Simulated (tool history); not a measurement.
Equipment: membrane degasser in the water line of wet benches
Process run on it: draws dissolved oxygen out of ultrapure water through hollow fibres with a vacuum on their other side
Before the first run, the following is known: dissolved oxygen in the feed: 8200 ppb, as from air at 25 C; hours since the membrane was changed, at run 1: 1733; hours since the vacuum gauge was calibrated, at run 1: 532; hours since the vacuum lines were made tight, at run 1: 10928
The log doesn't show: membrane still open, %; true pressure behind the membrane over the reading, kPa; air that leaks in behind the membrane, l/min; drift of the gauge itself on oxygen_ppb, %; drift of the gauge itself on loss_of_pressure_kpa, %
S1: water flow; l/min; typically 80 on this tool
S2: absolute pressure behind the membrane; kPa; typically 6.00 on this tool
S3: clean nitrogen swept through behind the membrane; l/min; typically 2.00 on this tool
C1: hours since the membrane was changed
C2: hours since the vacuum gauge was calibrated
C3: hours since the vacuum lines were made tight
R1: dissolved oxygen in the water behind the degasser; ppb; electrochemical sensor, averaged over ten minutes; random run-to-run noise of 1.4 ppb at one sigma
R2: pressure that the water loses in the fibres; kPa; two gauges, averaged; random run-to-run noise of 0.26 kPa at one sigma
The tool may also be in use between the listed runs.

run,hour,S1,S2,S3,C1,C2,C3,R1,R2
1,0.0,80,6.00,2.00,1733,532,10928,235.8,70.56
2,36.7,80,6.00,2.00,1770,568,10965,234.5,70.40
3,71.5,80,6.00,2.00,1805,603,10999,233.2,70.74
4,100.1,80,6.00,2.00,1833,632,11028,232.7,70.69
5,134.7,51,6.00,2.00,1868,666,11063,157.1,45.09
6,169.9,51,6.00,1.52,1903,702,11098,195.7,44.97
7,205.4,51,6.00,1.52,1938,737,11133,196.1,44.81
8,243.0,51,6.00,1.52,1976,775,11171,196.5,45.27
9,279.8,51,6.00,1.52,2013,812,11208,196.1,44.97
10,308.7,51,6.00,1.52,2042,840,11237,197.2,45.09
11,344.8,51,6.00,1.52,2078,877,11273,196.5,44.92
12,365.5,80,6.00,1.43,2099,897,11294,298.1,70.98
13,397.5,80,6.00,1.43,2131,929,11325,299.9,71.20
14,432.3,80,6.00,1.43,2165,964,11360,301.0,70.72
15,457.5,80,6.00,1.43,2190,989,11385,299.2,70.50
16,489.7,80,6.00,1.43,2223,1021,11418,297.9,70.93
17,513.2,116,7.09,4.73,2246,1045,11441,242.5,103.00
18,562.7,94,14.84,1.55,2296,1094,11491,1167.5,83.47
19,602.1,113,13.37,4.42,2335,1134,11530,571.8,99.75
20,640.7,113,13.37,4.42,2374,1172,11569,560.8,100.48
21,661.2,54,5.62,1.96,2394,1193,11589,144.5,48.15
22,693.6,80,6.00,0.96,2427,1225,11622,388.2,70.77
23,726.8,80,6.00,0.96,2460,1259,11655,389.2,70.59
24,769.0,98,10.20,1.36,2502,1301,11697,839.8,86.70
25,790.7,110,4.29,5.47,2524,1322,11719,82.9,97.21
26,822.4,94,6.00,2.00,2555,1354,11750,270.6,82.66
27,852.5,101,6.00,2.00,2586,1384,11781,287.3,89.59
28,892.8,70,7.20,3.95,2626,1425,11821,165.2,62.23
29,919.4,70,7.20,3.95,2652,1451,11847,166.5,62.28
30,966.8,70,13.14,2.00,2700,1499,11895,679.7,61.85
31,995.2,92,4.01,1.20,2728,1527,11923,128.9,81.58
32,1021.5,51,6.00,1.63,2755,1553,11950,189.2,45.39

Each row is a separate what-if for the run after 32, all from the same tool condition, not one after another. Results?
A,1070.1,57,6.00,2.00,2803,1602,11998,?,?
B,1070.1,83,4.61,2.00,2803,1602,11998,?,?
C,1070.1,80,5.17,2.00,2803,1602,11998,?,?
D,1070.1,118,6.00,2.00,2803,1602,11998,?,?

run,R1,R2
A,174.2,51.13
B,132.8,73.79
C,172.3,71.15
D,337.7,105.02
Had the tool no hidden state, the same runs would have come out as:
run,R1,R2
A,170.0,50.33
B,126.6,72.63
C,166.4,70.04
D,328.7,103.38
